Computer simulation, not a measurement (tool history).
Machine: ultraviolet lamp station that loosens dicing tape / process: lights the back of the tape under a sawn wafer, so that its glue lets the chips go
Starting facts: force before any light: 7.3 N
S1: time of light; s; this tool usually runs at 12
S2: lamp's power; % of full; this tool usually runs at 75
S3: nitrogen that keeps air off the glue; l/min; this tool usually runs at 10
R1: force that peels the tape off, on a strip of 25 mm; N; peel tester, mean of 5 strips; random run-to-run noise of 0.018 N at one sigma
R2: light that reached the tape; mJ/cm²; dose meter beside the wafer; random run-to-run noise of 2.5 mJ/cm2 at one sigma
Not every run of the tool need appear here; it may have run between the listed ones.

run,hour,S1,S2,S3,R1,R2
1,0,12,75,10,1.297,253
2,28.9,8,75,10,2.247,170
3,48.3,8,75,10,2.264,164
4,75.8,11,75,10,1.473,223
5,108.5,12,93,10,0.912,298
# hour 118.9: window cleaned of glue's vapour
6,138.1,12,93,10,0.83,318
7,173.3,12,86,10,0.97,291
8,193.4,12,86,10,0.975,288
9,209,10,75,10,1.686,209
10,226.5,23,75,10,0.36,482
11,241.1,23,75,5,0.613,475
12,259.5,23,75,5,0.629,467
13,276,12,75,10,1.291,248
14,303.2,20,75,10,0.504,405
15,328.6,12,75,10,1.374,240
16,362,12,75,10,1.385,234
17,388.3,12,75,10,1.435,234
18,405,12,75,14,1.137,234
19,427.1,12,75,14,1.198,232
20,448.9,12,75,14,1.214,227
21,464.7,14,66,7,1.69,237
22,490.9,16,64,4,1.966,260
23,523.6,22,64,4,1.273,350
24,554.6,17,77,17,0.587,323
25,571.6,15,94,17,0.508,346
26,588,15,94,17,0.504,335
27,607.2,12,61,4,2.94,179
28,627.2,12,61,4,3.114,174
29,647.9,12,75,6,2.089,216
30,662.9,12,75,6,2.093,210
# hour 676.7: window cleaned of glue's vapour
31,679.9,10,75,4,2.835,190
32,704.4,16,75,6,1.254,300
33,721.5,9,68,10,2.44,152
34,742.7,10,68,10,2.224,167
35,769.3,12,75,15,1.255,220
36,794.1,7,75,6,3.29,129

Each row is a separate what-if for the run after 36, all from the same tool condition, not one after another. Results?
A,813.2,7,75,19,?,?
B,813.2,21,77,10,?,?
C,813.2,13,96,14,?,?
D,813.2,12,75,6,?,?
E,813.2,7,73,6,?,?

run,R1,R2
A,2.436,127
B,0.572,389
C,0.748,303
D,2.04,215
E,3.495,124
Stripped of hidden state, with their random variation kept, the same runs would have yielded:
run,R1,R2
A,1.556,181
B,0.288,554
C,0.368,430
D,1.229,307
E,2.577,176
